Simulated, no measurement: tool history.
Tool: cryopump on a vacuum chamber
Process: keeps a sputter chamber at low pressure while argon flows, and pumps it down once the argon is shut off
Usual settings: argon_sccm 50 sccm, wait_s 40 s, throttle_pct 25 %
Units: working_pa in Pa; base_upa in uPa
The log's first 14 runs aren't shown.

| run | day | argon_sccm | wait_s | throttle_pct | working_pa | base_upa |
|---|---|---|---|---|---|---|
| 15 | 6.996 | 50 | 40 | 25 | 0.1721 | 1.98 |
| 16 | 7.475 | 82 | 40 | 25 | 0.2798 | 1.92 |
| 17 | 8.154 | 82 | 40 | 25 | 0.2806 | 1.94 |
| 18 | 8.512 | 47 | 33 | 55 | 0.0740 | 2.25 |
| 19 | 8.988 | 89 | 249 | 21 | 0.3624 | 0.58 |
| 20 | 9.633 | 61 | 81 | 19 | 0.2720 | 1.13 |
| 21 | 10.038 | 61 | 81 | 19 | 0.2744 | 1.10 |
| 22 | 10.379 | 61 | 81 | 58 | 0.0923 | 1.15 |
| 23 | 11.104 | 52 | 29 | 25 | 0.1766 | 2.57 |
| 24 | 11.662 | 52 | 29 | 25 | 0.1795 | 2.62 |
| 25 | 12.062 | 66 | 261 | 51 | 0.1139 | 0.61 |
| 26 | 12.396 | 66 | 261 | 51 | 0.1142 | 0.58 |
| 27 | 12.775 | 66 | 261 | 51 | 0.1146 | 0.60 |
| 28 | 13.471 | 66 | 261 | 51 | 0.1141 | 0.55 |
| 29 | 13.888 | 66 | 261 | 51 | 0.1144 | 0.59 |
| 30 | 14.558 | 45 | 40 | 25 | 0.1556 | 2.02 |
| 31 | 15.092 | 70 | 80 | 25 | 0.2395 | 1.17 |
| 32 | 15.542 | 26 | 40 | 38 | 0.0588 | 1.91 |
| 33 | 16.183 | 48 | 40 | 25 | 0.1649 | 2.02 |
| 34 | 16.638 | 43 | 40 | 18 | 0.2041 | 1.96 |

Forecast each of these 4 alternatives for the next run:
| A | 17.208 | 76 | 53 | 17 | ? | ? |
| B | 17.208 | 50 | 135 | 25 | ? | ? |
| C | 17.208 | 23 | 213 | 42 | ? | ? |
| D | 17.208 | 99 | 29 | 16 | ? | ? |

| run | working_pa | base_upa |
|---|---|---|
| A | 0.3785 | 1.59 |
| B | 0.1719 | 0.85 |
| C | 0.0479 | 0.66 |
| D | 0.5251 | 2.53 |
Without the tool's hidden state the same runs would have given:
| run | working_pa | base_upa |
|---|---|---|
| A | 0.3702 | 1.38 |
| B | 0.1665 | 0.65 |
| C | 0.0454 | 0.46 |
| D | 0.5143 | 2.33 |
